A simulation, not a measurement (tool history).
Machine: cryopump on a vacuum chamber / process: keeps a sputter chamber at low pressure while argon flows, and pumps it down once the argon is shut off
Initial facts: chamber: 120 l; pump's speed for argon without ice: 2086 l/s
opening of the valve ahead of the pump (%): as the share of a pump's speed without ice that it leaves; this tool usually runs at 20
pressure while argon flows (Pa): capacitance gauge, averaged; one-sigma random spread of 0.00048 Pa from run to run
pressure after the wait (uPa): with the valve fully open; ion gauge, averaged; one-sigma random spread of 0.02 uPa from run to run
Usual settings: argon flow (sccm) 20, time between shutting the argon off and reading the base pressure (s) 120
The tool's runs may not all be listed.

run,hour,argon flow (sccm),time between shutting the argon off and reading the base pressure (s),opening of the valve ahead of the pump (%),pressure while argon flows (Pa),pressure after the wait (uPa)
1,0.0,20,120,20,0.0815,1.42
2,27.2,20,120,20,0.0826,1.47
3,72.2,20,120,20,0.0829,1.48
4,99.7,29,120,20,0.1189,1.49
5,145.6,29,120,20,0.1196,1.57
6,197.5,20,120,39,0.0429,1.64
7,249.1,20,120,39,0.0432,1.68
8,297.4,20,120,39,0.0433,1.78
9,324.7,20,120,39,0.0435,1.74
10,373.4,20,44,20,0.0842,2.07
# hour 393.4: pump warmed up, emptied and cooled again
11,413.6,20,44,20,0.0816,1.84
12,469.0,20,120,20,0.0814,1.69
13,499.6,20,120,20,0.0818,1.76
14,526.0,20,120,20,0.0811,1.83
15,587.0,20,120,20,0.0826,1.89
16,622.7,20,120,23,0.0725,1.96
17,648.9,20,120,23,0.0723,1.92
18,680.2,20,120,23,0.0722,1.98
19,726.1,20,120,23,0.0724,2.05
20,777.8,12,267,28,0.0366,2.10
21,825.9,26,69,18,0.1198,2.27
# hour 842.5: leaking fittings of the chamber tightened, without venting
22,862.7,25,174,56,0.0394,0.32
# hour 901.2: pump warmed up, emptied and cooled again
23,920.3,30,57,16,0.1528,0.48
24,951.5,36,242,49,0.0598,0.27
25,979.8,17,167,38,0.0373,0.37
26,1010.1,20,120,44,0.0367,0.42
27,1043.6,20,161,22,0.0743,0.41
28,1094.7,11,60,22,0.0403,0.61
29,1154.8,11,60,22,0.0416,0.65
30,1199.2,18,160,50,0.0303,0.54
31,1247.7,20,76,20,0.0829,0.68
32,1289.7,20,120,22,0.0765,0.62
33,1338.2,20,120,22,0.0757,0.67

Some steps in pressure while argon flows (Pa) between neighbouring runs. How much of each would the tool show without its hidden state too (settings, what came in, random variation), and how much is left for the hidden state, with any gauge scatter that isn't in both results?
Hidden conditions of the tool in this case: pump's speed, % of a pump's without ice; cold plate's temperature, K; leak into the chamber, uPa l/s; drift of the gauge itself on working_pa, %; drift of the gauge itself on base_upa, %.
Run 10 -> 11: pump warmed up, emptied and cooled again. pressure while argon flows (Pa) -0.0026: hidden state -0.0024, all else -0.0002.
Run 20 -> 21: argon flow (sccm) 12 -> 26, time between shutting the argon off and reading the base pressure (s) 267 -> 69, opening of the valve ahead of the pump (%) 28 -> 18. pressure while argon flows (Pa) +0.0832: hidden state +0.0018, all else +0.0814.
Run 22 -> 23: argon flow (sccm) 25 -> 30, time between shutting the argon off and reading the base pressure (s) 174 -> 57, opening of the valve ahead of the pump (%) 56 -> 16, pump warmed up, emptied and cooled again. pressure while argon flows (Pa) +0.1134: hidden state -0.0027, all else +0.1161.
Run 23 -> 24: argon flow (sccm) 30 -> 36, time between shutting the argon off and reading the base pressure (s) 57 -> 242, opening of the valve ahead of the pump (%) 16 -> 49. pressure while argon flows (Pa) -0.0930: hidden state +0.0003, all else -0.0933.
